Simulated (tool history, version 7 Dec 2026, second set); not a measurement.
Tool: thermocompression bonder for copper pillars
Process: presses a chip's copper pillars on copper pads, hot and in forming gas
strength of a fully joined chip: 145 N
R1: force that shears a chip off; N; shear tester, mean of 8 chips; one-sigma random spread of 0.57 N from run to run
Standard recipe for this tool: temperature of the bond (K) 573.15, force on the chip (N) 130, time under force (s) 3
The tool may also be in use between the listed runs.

run 1 day=0 | temperature_of_the_bond_(K)=573.15 force_on_the_chip_(N)=130 time_under_force_(s)=3 | R1=67
run 2 day=1.408 | temperature_of_the_bond_(K)=573.15 force_on_the_chip_(N)=130 time_under_force_(s)=3 | R1=65.9
run 3 day=4.533 | temperature_of_the_bond_(K)=573.15 force_on_the_chip_(N)=130 time_under_force_(s)=3 | R1=64.4
run 4 day=7.412 | temperature_of_the_bond_(K)=573.15 force_on_the_chip_(N)=130 time_under_force_(s)=3 | R1=62.7
run 5 day=9.129 | temperature_of_the_bond_(K)=573.15 force_on_the_chip_(N)=130 time_under_force_(s)=3 | R1=62.6
-- day=10.179 forming gas filter changed
run 6 day=12.192 | temperature_of_the_bond_(K)=573.15 force_on_the_chip_(N)=130 time_under_force_(s)=3 | R1=68.3
run 7 day=13.688 | temperature_of_the_bond_(K)=573.15 force_on_the_chip_(N)=130 time_under_force_(s)=3 | R1=67.9
run 8 day=15.475 | temperature_of_the_bond_(K)=573.15 force_on_the_chip_(N)=130 time_under_force_(s)=3 | R1=67.3
run 9 day=17.538 | temperature_of_the_bond_(K)=573.15 force_on_the_chip_(N)=130 time_under_force_(s)=3 | R1=65.3
run 10 day=20.158 | temperature_of_the_bond_(K)=573.15 force_on_the_chip_(N)=89 time_under_force_(s)=3 | R1=54.7
run 11 day=22.567 | temperature_of_the_bond_(K)=573.15 force_on_the_chip_(N)=89 time_under_force_(s)=3 | R1=52.3
-- day=23.5 forming gas filter changed
run 12 day=25.525 | temperature_of_the_bond_(K)=573.15 force_on_the_chip_(N)=89 time_under_force_(s)=3 | R1=58.6
run 13 day=26.938 | temperature_of_the_bond_(K)=573.15 force_on_the_chip_(N)=89 time_under_force_(s)=3 | R1=57
run 14 day=29.092 | temperature_of_the_bond_(K)=573.15 force_on_the_chip_(N)=107 time_under_force_(s)=3 | R1=62.3
run 15 day=31.158 | temperature_of_the_bond_(K)=573.15 force_on_the_chip_(N)=107 time_under_force_(s)=3 | R1=60.6
run 16 day=33.475 | temperature_of_the_bond_(K)=582.15 force_on_the_chip_(N)=107 time_under_force_(s)=3 | R1=64.7
run 17 day=35.279 | temperature_of_the_bond_(K)=548.15 force_on_the_chip_(N)=107 time_under_force_(s)=3 | R1=47.2
-- day=36.688 forming gas filter changed
run 18 day=38.483 | temperature_of_the_bond_(K)=556.15 force_on_the_chip_(N)=130 time_under_force_(s)=3 | R1=62.1
-- day=38.738 heater calibrated with a thermocouple chip
-- day=38.958 force cell calibrated
run 19 day=40.483 | temperature_of_the_bond_(K)=556.15 force_on_the_chip_(N)=130 time_under_force_(s)=3 | R1=60.4
run 20 day=43.642 | temperature_of_the_bond_(K)=556.15 force_on_the_chip_(N)=130 time_under_force_(s)=3 | R1=59.3
run 21 day=46.283 | temperature_of_the_bond_(K)=573.15 force_on_the_chip_(N)=80 time_under_force_(s)=3 | R1=52.3
run 22 day=47.821 | temperature_of_the_bond_(K)=573.15 force_on_the_chip_(N)=80 time_under_force_(s)=3 | R1=51.7
-- day=50.062 forming gas filter changed
run 23 day=50.646 | temperature_of_the_bond_(K)=555.15 force_on_the_chip_(N)=123 time_under_force_(s)=4 | R1=66.2
run 24 day=51.942 | temperature_of_the_bond_(K)=573.15 force_on_the_chip_(N)=139 time_under_force_(s)=3 | R1=73.9
-- day=53.138 heater calibrated with a thermocouple chip, once more
run 25 day=54.833 | temperature_of_the_bond_(K)=587.15 force_on_the_chip_(N)=176 time_under_force_(s)=8 | R1=106.7
run 26 day=56.867 | temperature_of_the_bond_(K)=587.15 force_on_the_chip_(N)=176 time_under_force_(s)=8 | R1=104.9
run 27 day=59 | temperature_of_the_bond_(K)=566.15 force_on_the_chip_(N)=111 time_under_force_(s)=5 | R1=66.4
run 28 day=61.171 | temperature_of_the_bond_(K)=573.15 force_on_the_chip_(N)=130 time_under_force_(s)=9 | R1=87.4

Run 29 has not been measured yet. What should we expect?
run 29 day=62.983 | temperature_of_the_bond_(K)=550.15 force_on_the_chip_(N)=141 time_under_force_(s)=9 | R1=?

Run 29 produced R1 74.5 N.
Were there no unlogged condition in the tool, this run, its random variation unchanged, would have produced R1 82.4 N.
